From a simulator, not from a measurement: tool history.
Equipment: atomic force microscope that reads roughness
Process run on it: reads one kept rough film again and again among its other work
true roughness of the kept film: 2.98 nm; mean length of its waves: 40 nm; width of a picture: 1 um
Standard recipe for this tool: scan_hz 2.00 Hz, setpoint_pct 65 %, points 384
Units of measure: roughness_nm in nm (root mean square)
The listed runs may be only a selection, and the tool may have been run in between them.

{"run": 1, "hour": 0.0, "scan_hz": 2.0, "setpoint_pct": 65, "points": 384, "roughness_nm": 2.324}
{"hour": 7.4, "done": "new tip fitted"}
{"run": 2, "hour": 20.6, "scan_hz": 2.0, "setpoint_pct": 65, "points": 384, "roughness_nm": 2.531}
{"run": 3, "hour": 42.4, "scan_hz": 2.0, "setpoint_pct": 65, "points": 384, "roughness_nm": 2.472}
{"run": 4, "hour": 66.3, "scan_hz": 1.65, "setpoint_pct": 65, "points": 384, "roughness_nm": 2.409}
{"run": 5, "hour": 86.6, "scan_hz": 1.65, "setpoint_pct": 65, "points": 384, "roughness_nm": 2.35}
{"hour": 97.3, "done": "new tip fitted"}
{"run": 6, "hour": 101.8, "scan_hz": 1.65, "setpoint_pct": 65, "points": 384, "roughness_nm": 2.596}
{"run": 7, "hour": 115.5, "scan_hz": 1.65, "setpoint_pct": 65, "points": 384, "roughness_nm": 2.552}
{"run": 8, "hour": 125.4, "scan_hz": 1.65, "setpoint_pct": 65, "points": 384, "roughness_nm": 2.527}
{"run": 9, "hour": 136.1, "scan_hz": 1.65, "setpoint_pct": 65, "points": 384, "roughness_nm": 2.485}
{"run": 10, "hour": 159.0, "scan_hz": 1.65, "setpoint_pct": 81, "points": 384, "roughness_nm": 2.217}
{"run": 11, "hour": 180.7, "scan_hz": 2.0, "setpoint_pct": 65, "points": 384, "roughness_nm": 2.317}
{"hour": 186.1, "done": "new tip fitted"}
{"run": 12, "hour": 197.1, "scan_hz": 2.0, "setpoint_pct": 65, "points": 384, "roughness_nm": 2.571}
{"run": 13, "hour": 218.4, "scan_hz": 2.0, "setpoint_pct": 65, "points": 761, "roughness_nm": 2.476}
{"run": 14, "hour": 234.9, "scan_hz": 2.0, "setpoint_pct": 65, "points": 761, "roughness_nm": 2.437}
{"run": 15, "hour": 250.4, "scan_hz": 2.0, "setpoint_pct": 65, "points": 761, "roughness_nm": 2.369}
{"run": 16, "hour": 261.4, "scan_hz": 2.0, "setpoint_pct": 65, "points": 761, "roughness_nm": 2.364}
{"hour": 274.5, "done": "new tip fitted"}
{"run": 17, "hour": 284.7, "scan_hz": 1.32, "setpoint_pct": 65, "points": 384, "roughness_nm": 2.618}
{"run": 18, "hour": 294.9, "scan_hz": 2.0, "setpoint_pct": 65, "points": 384, "roughness_nm": 2.516}
{"run": 19, "hour": 318.7, "scan_hz": 2.0, "setpoint_pct": 65, "points": 359, "roughness_nm": 2.44}
{"run": 20, "hour": 329.6, "scan_hz": 3.24, "setpoint_pct": 65, "points": 264, "roughness_nm": 2.273}
{"run": 21, "hour": 343.8, "scan_hz": 1.29, "setpoint_pct": 74, "points": 811, "roughness_nm": 2.344}
{"hour": 363.0, "done": "new tip fitted"}
{"run": 22, "hour": 363.0, "scan_hz": 3.94, "setpoint_pct": 74, "points": 811, "roughness_nm": 2.255}
{"run": 23, "hour": 380.6, "scan_hz": 3.94, "setpoint_pct": 74, "points": 811, "roughness_nm": 2.175}
{"run": 24, "hour": 394.2, "scan_hz": 0.56, "setpoint_pct": 55, "points": 811, "roughness_nm": 2.658}
{"run": 25, "hour": 409.6, "scan_hz": 2.0, "setpoint_pct": 86, "points": 829, "roughness_nm": 2.123}
{"run": 26, "hour": 427.9, "scan_hz": 1.99, "setpoint_pct": 86, "points": 511, "roughness_nm": 2.06}
{"run": 27, "hour": 440.4, "scan_hz": 1.99, "setpoint_pct": 86, "points": 511, "roughness_nm": 2.028}
{"hour": 451.7, "done": "new tip fitted"}
{"run": 28, "hour": 462.2, "scan_hz": 0.6, "setpoint_pct": 70, "points": 384, "roughness_nm": 2.681}
{"run": 29, "hour": 476.6, "scan_hz": 0.6, "setpoint_pct": 70, "points": 384, "roughness_nm": 2.621}
{"run": 30, "hour": 491.1, "scan_hz": 0.6, "setpoint_pct": 70, "points": 384, "roughness_nm": 2.561}

What does the tool deliver on the next run?
{"run": 31, "hour": 513.3, "scan_hz": 0.6, "setpoint_pct": 70, "points": 384, "roughness_nm": "?"}

{"run 31": {"roughness_nm": 2.47}}
Were there no unlogged condition in the tool, this run, its random variation unchanged, would have produced roughness_nm 2.728 nm (root mean square).
